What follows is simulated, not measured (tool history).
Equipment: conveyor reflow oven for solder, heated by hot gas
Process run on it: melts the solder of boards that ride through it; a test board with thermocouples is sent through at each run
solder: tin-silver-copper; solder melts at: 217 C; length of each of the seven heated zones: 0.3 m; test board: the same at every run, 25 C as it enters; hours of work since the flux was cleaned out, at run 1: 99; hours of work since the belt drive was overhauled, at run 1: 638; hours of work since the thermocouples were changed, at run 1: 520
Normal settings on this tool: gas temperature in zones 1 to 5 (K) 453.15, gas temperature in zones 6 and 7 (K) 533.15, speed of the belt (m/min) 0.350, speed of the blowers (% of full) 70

run,hour,gas temperature in zones 1 to 5 (K),gas temperature in zones 6 and 7 (K),speed of the belt (m/min),speed of the blowers (% of full),hours of work since the flux was cleaned out,hours of work since the belt drive was overhauled,hours of work since the thermocouples were changed,highest temperature of the board (K),time above the solder's melting point (s)
1,0.0,453.15,533.15,0.350,70,99,638,520,521.75,80.0
2,21.0,453.15,533.15,0.323,70,115,655,536,523.25,89.1
3,38.1,453.15,533.15,0.350,70,129,668,550,521.75,79.8
4,58.2,453.15,533.15,0.350,64,145,684,566,520.75,78.0
5,69.0,453.15,533.15,0.350,64,153,692,574,520.75,78.2
# hour 95.4: flux residue cleaned out of gas plates and filters
6,97.1,453.15,533.15,0.350,64,1,711,592,521.25,78.9
7,107.1,453.15,533.15,0.350,70,9,719,600,522.25,80.1
8,125.5,453.15,538.15,0.350,70,24,733,615,526.35,84.4
9,148.5,453.15,538.15,0.350,70,42,751,633,526.15,83.9
10,171.3,453.15,538.15,0.350,70,60,769,651,526.45,84.1
11,184.8,453.15,538.15,0.350,70,71,780,662,526.35,83.9
12,194.9,438.15,534.15,0.385,70,79,788,670,518.05,61.0
13,206.6,463.15,533.15,0.350,62,88,797,679,521.65,85.2

Predict the results of run 14:
14,225.6,453.15,531.15,0.350,67,103,812,694,?,?

{"run 14": {"highest temperature of the board (K)": 519.25, "time above the solder's melting point (s)": 77.0}}
On a tool with no hidden condition, and with the same random variation, this run would have come out at highest temperature of the board (K) 521.85, time above the solder's melting point (s) 79.0.
